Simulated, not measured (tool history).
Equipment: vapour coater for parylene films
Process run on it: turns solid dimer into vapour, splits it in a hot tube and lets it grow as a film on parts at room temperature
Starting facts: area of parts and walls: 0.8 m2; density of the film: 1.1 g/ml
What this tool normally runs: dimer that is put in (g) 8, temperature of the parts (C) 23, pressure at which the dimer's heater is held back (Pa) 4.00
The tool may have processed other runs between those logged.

run,hour,dimer that is put in (g),temperature of the parts (C),pressure at which the dimer's heater is held back (Pa),thickness of the film (um)
1,0.0,8,23,4.00,4.54
2,30.1,8,23,4.00,4.49
3,89.4,8,22,4.00,4.63
4,123.3,8,23,4.96,4.34
5,182.5,8,23,2.60,4.73
6,248.8,8,23,2.60,4.75
7,294.0,8,23,2.60,4.72
8,336.9,8,23,2.60,4.75
# hour 403.9: trap's valve overhauled
9,408.7,8,23,9.22,4.16
10,457.1,8,23,9.22,4.18
11,506.1,8,23,9.22,4.14
12,537.3,8,23,4.00,4.73
13,600.1,8,23,4.00,4.69
14,663.4,8,23,4.00,4.68
15,696.4,8,23,4.00,4.65
16,740.7,8,23,4.00,4.65
17,778.4,8,23,4.00,4.66
18,822.6,5,23,4.00,2.91
19,859.4,5,23,4.00,2.88
20,927.2,8,23,4.00,4.62
21,975.5,8,23,4.00,4.64
22,1004.1,8,23,4.00,4.60
23,1033.5,8,23,4.00,4.59
24,1082.5,5,23,10.44,2.49
25,1142.3,8,20,4.02,5.13
26,1199.1,8,20,4.02,5.13
27,1227.9,8,20,4.02,5.11
28,1289.8,8,23,4.00,4.56
29,1341.6,8,18,2.78,5.75
30,1389.8,8,25,2.78,4.42
31,1434.5,8,25,2.78,4.42
32,1494.4,8,25,2.78,4.42
33,1546.2,8,25,2.78,4.40
34,1577.3,6,32,8.61,2.15
35,1631.3,14,35,4.00,5.00
36,1678.2,14,15,3.43,10.72
37,1738.9,7,24,3.96,3.75
# hour 1764.0: trap's valve overhauled
38,1797.4,6,15,3.21,5.03
# hour 1825.2: table's thermometer calibrated
39,1855.7,6,24,2.71,3.68
40,1893.9,4,19,4.53,2.73
41,1955.9,4,19,4.53,2.69
42,2008.5,4,19,4.53,2.67
43,2059.6,4,19,4.53,2.68
44,2113.4,4,30,4.53,1.78
45,2176.3,4,30,5.67,1.73
46,2243.7,12,30,5.67,5.14

Results per run with the tool's hidden condition removed, run-to-run variation unchanged:
The tool's hidden condition here consists of: vapour lost through the trap's worn valve, %; true temperature of the parts over the reading, C; drift of the gauge itself on film_um, %.
run,thickness of the film (um)
1,4.79
2,4.75
3,4.91
4,4.60
5,5.04
6,5.07
7,5.04
8,5.09
9,4.16
10,4.19
11,4.17
12,4.77
13,4.74
14,4.74
15,4.71
16,4.72
17,4.75
18,2.97
19,2.94
20,4.73
21,4.76
22,4.73
23,4.72
24,2.56
25,5.31
26,5.31
27,5.30
28,4.75
29,6.00
30,4.62
31,4.63
32,4.65
33,4.63
34,2.27
35,5.29
36,11.36
37,3.99
38,4.93
39,3.65
40,2.71
41,2.68
42,2.67
43,2.68
44,1.78
45,1.74
46,5.19

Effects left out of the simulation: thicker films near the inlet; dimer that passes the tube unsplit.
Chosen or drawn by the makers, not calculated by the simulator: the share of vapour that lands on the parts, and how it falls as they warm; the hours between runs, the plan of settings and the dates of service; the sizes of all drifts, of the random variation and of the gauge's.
